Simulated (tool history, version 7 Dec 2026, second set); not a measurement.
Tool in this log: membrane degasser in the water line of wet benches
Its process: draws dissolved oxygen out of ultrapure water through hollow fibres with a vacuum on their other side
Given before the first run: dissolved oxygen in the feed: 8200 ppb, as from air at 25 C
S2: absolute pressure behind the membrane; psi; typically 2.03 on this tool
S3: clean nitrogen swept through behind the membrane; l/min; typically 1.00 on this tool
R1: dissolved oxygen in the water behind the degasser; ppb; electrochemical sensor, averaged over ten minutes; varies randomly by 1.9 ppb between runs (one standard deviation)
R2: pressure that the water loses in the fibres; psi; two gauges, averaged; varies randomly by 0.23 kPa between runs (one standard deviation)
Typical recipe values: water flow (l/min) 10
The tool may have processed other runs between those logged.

{"run": 1, "hour": 0.0, "water flow (l/min)": 10, "S2": 2.03, "S3": 1.0, "R1": 288.0, "R2": 8.592}
{"run": 2, "hour": 63.0, "water flow (l/min)": 10, "S2": 2.03, "S3": 1.0, "R1": 287.4, "R2": 8.543}
{"run": 3, "hour": 173.9, "water flow (l/min)": 10, "S2": 2.03, "S3": 1.0, "R1": 290.7, "R2": 8.573}
{"run": 4, "hour": 270.4, "water flow (l/min)": 10, "S2": 2.03, "S3": 1.0, "R1": 289.8, "R2": 8.508}
{"run": 5, "hour": 358.3, "water flow (l/min)": 10, "S2": 2.03, "S3": 1.0, "R1": 288.4, "R2": 8.506}
{"run": 6, "hour": 474.7, "water flow (l/min)": 10, "S2": 2.03, "S3": 1.0, "R1": 292.4, "R2": 8.509}
{"run": 7, "hour": 544.3, "water flow (l/min)": 10, "S2": 2.03, "S3": 1.0, "R1": 288.2, "R2": 8.46}
{"run": 8, "hour": 597.8, "water flow (l/min)": 10, "S2": 2.03, "S3": 1.0, "R1": 285.1, "R2": 8.505}
{"run": 9, "hour": 689.9, "water flow (l/min)": 8, "S2": 2.03, "S3": 1.0, "R1": 229.7, "R2": 6.746}
{"run": 10, "hour": 779.0, "water flow (l/min)": 8, "S2": 2.03, "S3": 1.0, "R1": 230.5, "R2": 6.763}
{"run": 11, "hour": 853.8, "water flow (l/min)": 8, "S2": 2.03, "S3": 1.0, "R1": 226.0, "R2": 6.781}
{"run": 12, "hour": 906.6, "water flow (l/min)": 8, "S2": 2.03, "S3": 1.0, "R1": 228.4, "R2": 6.702}
{"run": 13, "hour": 958.3, "water flow (l/min)": 10, "S2": 1.44, "S3": 1.0, "R1": 199.4, "R2": 8.37}
{"run": 14, "hour": 1078.5, "water flow (l/min)": 10, "S2": 1.44, "S3": 1.0, "R1": 201.9, "R2": 8.39}
{"run": 15, "hour": 1188.9, "water flow (l/min)": 10, "S2": 1.44, "S3": 1.0, "R1": 198.2, "R2": 8.37}
{"run": 16, "hour": 1257.7, "water flow (l/min)": 6, "S2": 2.03, "S3": 1.0, "R1": 169.1, "R2": 4.981}
{"hour": 1291.9, "done": "gauge calibrated"}
{"run": 17, "hour": 1335.8, "water flow (l/min)": 10, "S2": 1.71, "S3": 1.0, "R1": 241.4, "R2": 8.551}
{"run": 18, "hour": 1454.7, "water flow (l/min)": 12, "S2": 2.16, "S3": 2.03, "R1": 225.0, "R2": 10.215}
{"run": 19, "hour": 1542.6, "water flow (l/min)": 8, "S2": 2.16, "S3": 1.22, "R1": 208.4, "R2": 6.798}
{"run": 20, "hour": 1636.5, "water flow (l/min)": 8, "S2": 2.12, "S3": 1.22, "R1": 201.3, "R2": 6.794}
{"run": 21, "hour": 1752.0, "water flow (l/min)": 7, "S2": 2.12, "S3": 0.88, "R1": 231.5, "R2": 5.942}
{"run": 22, "hour": 1850.6, "water flow (l/min)": 7, "S2": 2.47, "S3": 1.1, "R1": 226.7, "R2": 5.922}
{"run": 23, "hour": 1959.0, "water flow (l/min)": 14, "S2": 4.77, "S3": 0.62, "R1": 1344.3, "R2": 11.944}
{"run": 24, "hour": 2017.9, "water flow (l/min)": 14, "S2": 4.77, "S3": 0.62, "R1": 1321.0, "R2": 11.821}
{"run": 25, "hour": 2121.8, "water flow (l/min)": 12, "S2": 2.35, "S3": 1.0, "R1": 410.1, "R2": 10.082}
{"run": 26, "hour": 2223.0, "water flow (l/min)": 12, "S2": 3.07, "S3": 0.65, "R1": 738.0, "R2": 10.09}
{"run": 27, "hour": 2339.7, "water flow (l/min)": 12, "S2": 3.07, "S3": 0.65, "R1": 747.1, "R2": 10.09}
{"run": 28, "hour": 2421.7, "water flow (l/min)": 12, "S2": 3.07, "S3": 0.65, "R1": 748.1, "R2": 10.063}

Predict the results of run 29:
{"run": 29, "hour": 2545.9, "water flow (l/min)": 13, "S2": 3.55, "S3": 2.29, "R1": "?", "R2": "?"}

For run 29 the tool returned R1 351.7 ppb, R2 10.808 psi.
Take away the tool's hidden state, keep the run-to-run variation as it was, and the same run would have given R1 351.2 ppb, R2 11.069 psi.

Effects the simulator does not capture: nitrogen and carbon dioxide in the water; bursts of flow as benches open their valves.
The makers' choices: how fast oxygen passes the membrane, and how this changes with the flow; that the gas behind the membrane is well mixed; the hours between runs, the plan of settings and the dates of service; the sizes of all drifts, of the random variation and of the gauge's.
